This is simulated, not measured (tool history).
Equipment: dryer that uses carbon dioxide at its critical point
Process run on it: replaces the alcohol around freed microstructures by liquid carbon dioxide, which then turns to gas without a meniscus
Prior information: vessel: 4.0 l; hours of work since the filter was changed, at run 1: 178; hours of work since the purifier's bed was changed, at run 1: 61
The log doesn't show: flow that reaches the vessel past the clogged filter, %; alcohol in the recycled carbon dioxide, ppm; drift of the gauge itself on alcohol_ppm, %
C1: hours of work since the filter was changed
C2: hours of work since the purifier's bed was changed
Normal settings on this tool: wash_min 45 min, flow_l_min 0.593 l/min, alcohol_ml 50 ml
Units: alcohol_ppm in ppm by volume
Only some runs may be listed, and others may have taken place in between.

{"run": 1, "hour": 0.0, "wash_min": 45, "flow_l_min": 0.593, "alcohol_ml": 50, "C1": 178, "C2": 61, "alcohol_ppm": 58}
{"run": 2, "hour": 17.8, "wash_min": 45, "flow_l_min": 0.593, "alcohol_ml": 50, "C1": 186, "C2": 69, "alcohol_ppm": 60}
{"run": 3, "hour": 37.0, "wash_min": 45, "flow_l_min": 0.593, "alcohol_ml": 50, "C1": 195, "C2": 78, "alcohol_ppm": 59}
{"run": 4, "hour": 59.8, "wash_min": 45, "flow_l_min": 0.593, "alcohol_ml": 50, "C1": 206, "C2": 88, "alcohol_ppm": 64}
{"run": 5, "hour": 80.8, "wash_min": 45, "flow_l_min": 0.593, "alcohol_ml": 50, "C1": 215, "C2": 98, "alcohol_ppm": 72}
{"run": 6, "hour": 93.8, "wash_min": 45, "flow_l_min": 0.593, "alcohol_ml": 50, "C1": 221, "C2": 104, "alcohol_ppm": 81}
{"run": 7, "hour": 119.7, "wash_min": 45, "flow_l_min": 0.593, "alcohol_ml": 23, "C1": 233, "C2": 116, "alcohol_ppm": 78}
{"run": 8, "hour": 144.1, "wash_min": 42, "flow_l_min": 0.593, "alcohol_ml": 23, "C1": 244, "C2": 127, "alcohol_ppm": 75}

Expected results for the next run?
{"run": 9, "hour": 163.7, "wash_min": 33, "flow_l_min": 0.453, "alcohol_ml": 28, "C1": 253, "C2": 136, "alcohol_ppm": "?"}

{"run 9": {"alcohol_ppm": 258}}
Take away the tool's hidden state, keep the run-to-run variation as it was, and the same run would have given alcohol_ppm 174 ppm by volume.
